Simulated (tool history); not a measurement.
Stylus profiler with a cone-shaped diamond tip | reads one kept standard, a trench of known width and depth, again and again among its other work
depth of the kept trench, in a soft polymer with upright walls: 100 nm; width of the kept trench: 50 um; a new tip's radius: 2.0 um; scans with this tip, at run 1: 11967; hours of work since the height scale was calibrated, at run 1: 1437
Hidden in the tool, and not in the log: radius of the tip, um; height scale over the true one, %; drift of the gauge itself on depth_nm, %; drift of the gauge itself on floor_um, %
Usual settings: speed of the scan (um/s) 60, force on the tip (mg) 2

run	hour	speed of the scan (um/s)	force on the tip (mg)	scans with this tip	hours of work since the height scale was calibrated	depth of the trench (nm)	width of the trench's floor (nm)
1	0	60	2	11967	1437	100.97	47680
2	55.8	60	2	12190	1464	100.87	47640
3	139.8	60	2	12525	1504	100.98	47660
4	186.4	60	2	12711	1527	100.95	47690
5	251.3	60	2	12970	1558	100.93	47590
6	302.7	78	2	13175	1582	100.89	47540
7	346.1	60	2.31	13349	1603	101.01	47660
8	416.1	60	2.31	13628	1637	100.96	47580
9	468.2	60	2.31	13836	1662	100.94	47620
10	527.8	60	2.31	14074	1690	101.05	47580
11	588.4	60	2.31	14316	1719	100.96	47610
12	663.2	123	3.44	14614	1755	101.4	47390
13	752.1	79	5.85	14969	1798	102.11	47610
# hour 769.1: height scale calibrated on a step standard
14	843.3	21	5.85	15331	36	102.42	47750
15	932.6	234	0.81	15687	78	100.67	45730
16	1023.8	181	0.72	16051	122	100.59	46170
17	1068.3	61	1.47	16229	143	100.95	47420
18	1130.4	25	1.73	16477	173	101.02	47650
# hour 1201.5: new tip fitted, height scale calibrated
19	1207.6	52	5.33	24	3	102.28	48570
20	1254.4	60	5.01	211	25	102.17	48490
21	1345.5	52	0.87	574	69	100.67	48300

Hidden state or all else? Some run-to-run changes of depth of the trench (nm), split into what the settings, what came in and random variation would give without the hidden state, and what is left for the hidden state (with any gauge scatter that isn't in both results):
Run 2 -> 3: no setting changed, nothing entered. depth of the trench (nm) +0.11: hidden state -0.01, all else +0.12.
Run 13 -> 14: speed of the scan (um/s) 79 -> 21, height scale calibrated on a step standard. depth of the trench (nm) +0.31: hidden state +0.33, all else -0.02.
Run 14 -> 15: speed of the scan (um/s) 21 -> 234, force on the tip (mg) 5.85 -> 0.81. depth of the trench (nm) -1.75: hidden state -0.01, all else -1.74.
Run 20 -> 21: speed of the scan (um/s) 60 -> 52, force on the tip (mg) 5.01 -> 0.87. depth of the trench (nm) -1.5: hidden state +0, all else -1.5.

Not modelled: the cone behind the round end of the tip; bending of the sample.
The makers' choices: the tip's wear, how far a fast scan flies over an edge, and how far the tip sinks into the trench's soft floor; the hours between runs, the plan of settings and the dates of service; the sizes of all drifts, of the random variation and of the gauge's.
